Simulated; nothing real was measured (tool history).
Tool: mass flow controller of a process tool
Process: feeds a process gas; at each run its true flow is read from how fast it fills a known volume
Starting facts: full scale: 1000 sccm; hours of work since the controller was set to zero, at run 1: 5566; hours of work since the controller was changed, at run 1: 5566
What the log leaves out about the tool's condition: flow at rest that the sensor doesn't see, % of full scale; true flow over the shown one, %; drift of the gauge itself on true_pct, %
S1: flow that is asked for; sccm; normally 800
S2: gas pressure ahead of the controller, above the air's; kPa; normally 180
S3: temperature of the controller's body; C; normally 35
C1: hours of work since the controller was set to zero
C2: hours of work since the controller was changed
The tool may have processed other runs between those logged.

{"run": 1, "hour": 0.0, "S1": 800, "S2": 180, "S3": 35, "C1": 5566, "C2": 5566, "true flow (%)": 102.69}
{"run": 2, "hour": 81.2, "S1": 800, "S2": 150, "S3": 35, "C1": 5595, "C2": 5595, "true flow (%)": 102.37}
{"run": 3, "hour": 143.3, "S1": 800, "S2": 150, "S3": 35, "C1": 5617, "C2": 5617, "true flow (%)": 102.44}
{"run": 4, "hour": 247.1, "S1": 800, "S2": 150, "S3": 35, "C1": 5654, "C2": 5654, "true flow (%)": 102.48}
{"run": 5, "hour": 320.1, "S1": 800, "S2": 209, "S3": 35, "C1": 5680, "C2": 5680, "true flow (%)": 102.95}
{"run": 6, "hour": 393.7, "S1": 800, "S2": 209, "S3": 35, "C1": 5706, "C2": 5706, "true flow (%)": 102.95}
{"run": 7, "hour": 506.2, "S1": 800, "S2": 209, "S3": 35, "C1": 5745, "C2": 5745, "true flow (%)": 102.73}
{"run": 8, "hour": 613.2, "S1": 800, "S2": 180, "S3": 35, "C1": 5783, "C2": 5783, "true flow (%)": 102.66}
{"run": 9, "hour": 729.8, "S1": 800, "S2": 180, "S3": 35, "C1": 5825, "C2": 5825, "true flow (%)": 102.8}
{"run": 10, "hour": 847.3, "S1": 694, "S2": 141, "S3": 34, "C1": 5866, "C2": 5866, "true flow (%)": 102.33}
{"run": 11, "hour": 976.8, "S1": 242, "S2": 142, "S3": 32, "C1": 5912, "C2": 5912, "true flow (%)": 102.82}
{"run": 12, "hour": 1057.7, "S1": 242, "S2": 142, "S3": 32, "C1": 5941, "C2": 5941, "true flow (%)": 102.7}
{"run": 13, "hour": 1129.3, "S1": 242, "S2": 142, "S3": 32, "C1": 5966, "C2": 5966, "true flow (%)": 102.77}
{"run": 14, "hour": 1198.1, "S1": 978, "S2": 215, "S3": 25, "C1": 5991, "C2": 5991, "true flow (%)": 102.49}
{"run": 15, "hour": 1286.7, "S1": 111, "S2": 207, "S3": 27, "C1": 6022, "C2": 6022, "true flow (%)": 104.54}

Here are 3 independent what-if runs from the current tool condition. What would each one return?
{"run": "A", "hour": 1393.5, "S1": 311, "S2": 207, "S3": 27, "C1": 6060, "C2": 6060, "true flow (%)": "?"}
{"run": "B", "hour": 1393.5, "S1": 131, "S2": 204, "S3": 35, "C1": 6060, "C2": 6060, "true flow (%)": "?"}
{"run": "C", "hour": 1393.5, "S1": 258, "S2": 223, "S3": 30, "C1": 6060, "C2": 6060, "true flow (%)": "?"}

run=A true_flow_(%)=102.66
run=B true_flow_(%)=104.51
run=C true_flow_(%)=103.15
What these runs would have given with no unlogged condition in the tool:
run=A true_flow_(%)=99.44
run=B true_flow_(%)=99.73
run=C true_flow_(%)=99.69

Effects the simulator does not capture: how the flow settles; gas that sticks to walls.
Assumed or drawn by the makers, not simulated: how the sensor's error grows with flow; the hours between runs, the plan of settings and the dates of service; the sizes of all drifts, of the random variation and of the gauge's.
